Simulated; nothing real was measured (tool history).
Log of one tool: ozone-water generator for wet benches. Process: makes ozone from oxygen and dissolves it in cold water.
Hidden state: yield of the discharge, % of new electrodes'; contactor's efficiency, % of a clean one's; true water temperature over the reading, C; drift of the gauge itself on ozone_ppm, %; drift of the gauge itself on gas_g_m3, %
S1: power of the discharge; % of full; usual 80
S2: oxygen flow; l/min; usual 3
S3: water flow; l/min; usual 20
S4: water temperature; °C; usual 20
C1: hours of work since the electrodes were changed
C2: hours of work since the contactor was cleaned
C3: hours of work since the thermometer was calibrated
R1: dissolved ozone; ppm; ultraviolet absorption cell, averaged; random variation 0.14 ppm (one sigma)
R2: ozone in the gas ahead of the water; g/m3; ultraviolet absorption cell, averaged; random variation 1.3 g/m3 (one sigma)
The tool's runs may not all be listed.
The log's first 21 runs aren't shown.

| run | hour | S1 | S2 | S3 | S4 | C1 | C2 | C3 | R1 | R2 |
|---|---|---|---|---|---|---|---|---|---|---|
|  | 1703.5 | water thermometer calibrated |
| 22 | 1825.4 | 42 | 2.98 | 15 | 22 | 2512 | 2779 | 79 | 13.1 | 159.3 |
| 23 | 1890.3 | 80 | 3 | 20 | 15 | 2554 | 2821 | 121 | 15.4 | 221.9 |
| 24 | 1943.8 | 80 | 3 | 23 | 20 | 2588 | 2855 | 155 | 12.8 | 224.3 |
| 25 | 2005.3 | 56 | 3 | 20 | 20 | 2628 | 2895 | 195 | 11.7 | 183.7 |
| 26 | 2086 | 85 | 4.52 | 25 | 13 | 2680 | 2947 | 248 | 14.7 | 202.3 |
| 27 | 2176.3 | 85 | 4.52 | 25 | 13 | 2739 | 3006 | 306 | 15 | 202.9 |
|  | 2257.3 | water thermometer calibrated, once more |
| 28 | 2269.6 | 85 | 4.29 | 21 | 13 | 2799 | 3066 | 8 | 17.8 | 206.3 |
| 29 | 2341.2 | 85 | 4.29 | 21 | 13 | 2845 | 3112 | 54 | 17.5 | 207.2 |
| 30 | 2408.5 | 46 | 3 | 20 | 19 | 2889 | 3156 | 98 | 10.9 | 164.5 |

Forecast each of these 3 alternatives for the next run:
| A | 2519.6 | 73 | 3 | 20 | 26 | 2961 | 3228 | 170 | ? | ? |
| B | 2519.6 | 56 | 3.32 | 20 | 18 | 2961 | 3228 | 170 | ? | ? |
| C | 2519.6 | 76 | 1.82 | 13 | 19 | 2961 | 3228 | 170 | ? | ? |

| run | R1 | R2 |
|---|---|---|
| A | 12.6 | 212 |
| B | 12.8 | 178.2 |
| C | 17.9 | 251.4 |
Without the tool's hidden state the same runs would have given:
| run | R1 | R2 |
|---|---|---|
| A | 13.8 | 227.6 |
| B | 13.8 | 189.4 |
| C | 19.5 | 270.4 |
